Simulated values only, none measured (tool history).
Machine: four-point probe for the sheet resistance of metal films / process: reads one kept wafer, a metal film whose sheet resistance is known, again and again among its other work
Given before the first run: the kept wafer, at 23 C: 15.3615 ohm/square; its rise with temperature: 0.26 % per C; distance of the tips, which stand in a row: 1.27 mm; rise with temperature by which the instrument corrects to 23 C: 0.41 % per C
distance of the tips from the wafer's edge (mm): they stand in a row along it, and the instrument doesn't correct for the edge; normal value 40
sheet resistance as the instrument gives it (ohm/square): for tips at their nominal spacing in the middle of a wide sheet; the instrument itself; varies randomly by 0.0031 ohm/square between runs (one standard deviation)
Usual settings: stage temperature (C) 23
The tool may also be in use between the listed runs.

run     day  stage temperature (C)  distance of the tips from the wafer's edge (mm)  sheet resistance as the instrument gives it (ohm/square)
  1       0                     23                                               40                                                 15.403096
  2   1.558                     23                                               40                                                 15.403312
  3    2.95                     23                                               40                                                  15.40226
  4   4.125                     20                                               40                                                 15.477557
  5   5.108                     20                                               40                                                 15.470952
  6   6.071                     20                                               40                                                 15.476126
  7   7.467                     22                                               40                                                 15.424023
  8   8.729                     23                                               40                                                 15.401439
  9   9.812                     23                                               61                                                 15.395329
 10  10.696                     23                                               61                                                 15.398203
 11  11.921                     23                                               34                                                 15.409855
 12  12.671                     23                                               34                                                 15.402735
 13  13.346                     23                                               40                                                 15.402939
 14  14.904                     23                                               40                                                 15.402772
 15  15.867                     23                                               40                                                 15.404291
 16  17.458                     23                                               40                                                 15.402746
 17  18.429                     23                                               40                                                 15.399764
 18  19.271                     23                                               40                                                 15.400744
 19  19.971                     23                                               29                                                   15.4121
 20  21.267                     23                                               29                                                 15.409406
 21  22.562                     23                                               29                                                 15.416036
 22  23.617                     23                                                4                                                 16.184752
 23  24.338                     23                                                4                                                 16.184535
 24   25.55                     23                                               61                                                  15.39808

Run 25 has not been measured yet. What should we expect?
 25  26.417                     21                                                7                                                         ?

sheet resistance as the instrument gives it (ohm/square): 15.71218
With no hidden state in the tool, this same run would have given sheet resistance as the instrument gives it (ohm/square) 15.677977.
